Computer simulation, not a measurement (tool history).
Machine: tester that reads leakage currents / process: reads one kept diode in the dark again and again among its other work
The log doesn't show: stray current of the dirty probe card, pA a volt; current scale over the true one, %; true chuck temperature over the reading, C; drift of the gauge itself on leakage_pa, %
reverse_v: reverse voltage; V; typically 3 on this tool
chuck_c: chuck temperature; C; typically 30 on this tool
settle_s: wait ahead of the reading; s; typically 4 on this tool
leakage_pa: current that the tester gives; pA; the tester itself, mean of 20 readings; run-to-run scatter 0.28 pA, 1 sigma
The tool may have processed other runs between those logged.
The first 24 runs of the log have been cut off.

run,hour,reverse_v,chuck_c,settle_s,hours of work since the probe card was cleaned,hours of work since the tester was calibrated,hours of work since the chuck was calibrated,leakage_pa
25,3597.3,3.07,29,9.75,1797,2061,887,94.56
26,3695.7,3.07,29,9.75,1847,2112,937,94.64
27,3797.3,1.61,42,0.41,1899,2163,988,207.53
28,3929.9,1.69,30,5.43,1966,2231,1056,77.79
29,4090.5,8.86,30,0.32,2048,2313,1138,185.17
30,4195.1,6.62,57,0.32,2101,2366,1191,1358.96
31,4311.1,3.07,57,1.27,2160,2425,1250,940.71
32,4426.3,5.95,30,4,2219,2483,1309,150.14
33,4563.2,2.31,30,6.62,2289,2553,1378,93.97
34,4680.7,13.63,30,1.78,2348,2613,1438,233.01
35,4776.1,13.63,30,1.78,2397,2661,1487,235.07
36,4874.2,17.74,35,1.03,2447,2711,1536,409.99
37,5005.9,6.78,35,3.2,2514,2778,1603,252.6
# hour 5100: tester calibrated
38,5134.6,6.78,35,3.2,2578,18,1668,252.45
39,5322.1,3,40,4,2674,113,1763,256.46
40,5509.6,10.71,25,3.82,2769,208,1859,140.27

Each row is a separate what-if for the run after 40, all from the same tool condition, not one after another. Results?
A,5715.4,1.06,37,8.74,2874,313,1964,?
B,5715.4,1.59,35,1.21,2874,313,1964,?
C,5715.4,7.41,42,0.33,2874,313,1964,?
D,5715.4,3,30,0.45,2874,313,1964,?

run,leakage_pa
A,121.85
B,126.12
C,485.18
D,113.89
Had the tool no hidden state, the same runs would have come out as:
run,leakage_pa
A,101.92
B,104.94
C,406.25
D,93.26

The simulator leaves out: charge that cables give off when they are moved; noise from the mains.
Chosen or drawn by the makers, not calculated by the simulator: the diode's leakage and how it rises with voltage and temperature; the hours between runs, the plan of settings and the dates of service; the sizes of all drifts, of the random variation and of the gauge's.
